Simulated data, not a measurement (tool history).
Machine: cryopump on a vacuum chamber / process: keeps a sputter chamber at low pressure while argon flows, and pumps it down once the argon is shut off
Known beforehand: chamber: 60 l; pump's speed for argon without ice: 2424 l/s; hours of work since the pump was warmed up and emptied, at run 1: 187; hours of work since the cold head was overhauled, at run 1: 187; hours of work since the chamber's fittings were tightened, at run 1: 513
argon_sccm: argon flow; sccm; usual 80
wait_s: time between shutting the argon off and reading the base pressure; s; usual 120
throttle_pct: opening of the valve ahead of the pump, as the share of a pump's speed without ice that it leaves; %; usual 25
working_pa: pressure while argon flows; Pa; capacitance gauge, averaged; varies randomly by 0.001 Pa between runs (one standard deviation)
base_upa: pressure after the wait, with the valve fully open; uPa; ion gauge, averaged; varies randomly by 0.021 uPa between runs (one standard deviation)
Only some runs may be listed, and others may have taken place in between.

run	hour	argon_sccm	wait_s	throttle_pct	hours of work since the pump was warmed up and emptied	hours of work since the cold head was overhauled	hours of work since the chamber's fittings were tightened	working_pa	base_upa
1	0.0	80	120	25	187	187	513	0.2271	0.52
2	12.9	80	120	25	193	193	519	0.2281	0.47
3	25.1	80	120	22	198	198	524	0.2575	0.54
4	42.9	80	36	22	206	206	532	0.2599	0.90
5	64.2	80	36	22	216	216	542	0.2608	0.96
6	80.4	80	36	22	223	223	549	0.2588	0.90
7	94.8	80	36	22	230	230	556	0.2590	0.97
8	113.7	80	29	25	238	238	564	0.2271	1.12
9	125.0	80	29	25	243	243	569	0.2298	1.09
10	137.9	80	120	21	249	249	575	0.2732	0.53
11	148.2	62	120	25	254	254	580	0.1776	0.53
12	165.0	62	120	25	261	261	587	0.1768	0.54
13	179.1	132	120	25	267	267	593	0.3785	0.51
14	196.7	132	120	25	275	275	601	0.3817	0.58
15	207.2	74	120	25	280	280	606	0.2143	0.53
16	221.8	74	120	25	287	287	613	0.2139	0.57
17	235.1	74	139	25	292	292	618	0.2130	0.56
18	249.8	80	120	20	299	299	625	0.2899	0.56
19	261.8	50	120	16	304	304	630	0.2234	0.62
20	271.9	50	120	16	309	309	635	0.2257	0.60
21	290.2	74	103	23	317	317	643	0.2328	0.58
22	307.7	74	103	23	325	325	651	0.2316	0.61
23	320.3	149	243	57	331	331	657	0.1999	0.48
24	330.8	32	243	29	335	335	661	0.0803	0.47
25	340.3	32	243	29	340	340	666	0.0801	0.50
26	352.9	149	124	29	345	345	671	0.3767	0.58
27	365.0	149	124	29	351	351	677	0.3748	0.57
28	383.2	84	82	24	359	359	685	0.2536	0.68
29	398.7	80	76	25	366	366	692	0.2325	0.70
30	418.0	48	34	54	374	374	700	0.0680	1.07
31	427.2	86	68	42	379	379	705	0.1541	0.75
32	436.3	129	71	44	383	383	709	0.2207	0.74
33	451.1	129	71	29	389	389	715	0.3260	0.69
34	469.1	47	24	54	397	397	723	0.0675	1.32
35	487.9	47	24	54	406	406	732	0.0666	1.32

Branching from run 35: 3 alternative next runs. What would each branch give?
A	503.2	57	120	22	413	413	739	?	?
B	503.2	98	112	33	413	413	739	?	?
C	503.2	110	24	25	413	413	739	?	?

run	working_pa	base_upa
A	0.1893	0.63
B	0.2214	0.66
C	0.3247	1.39
With the hidden condition removed and each run's random variation left untouched, the same runs would have given:
run	working_pa	base_upa
A	0.1812	0.30
B	0.2077	0.32
C	0.3092	1.05
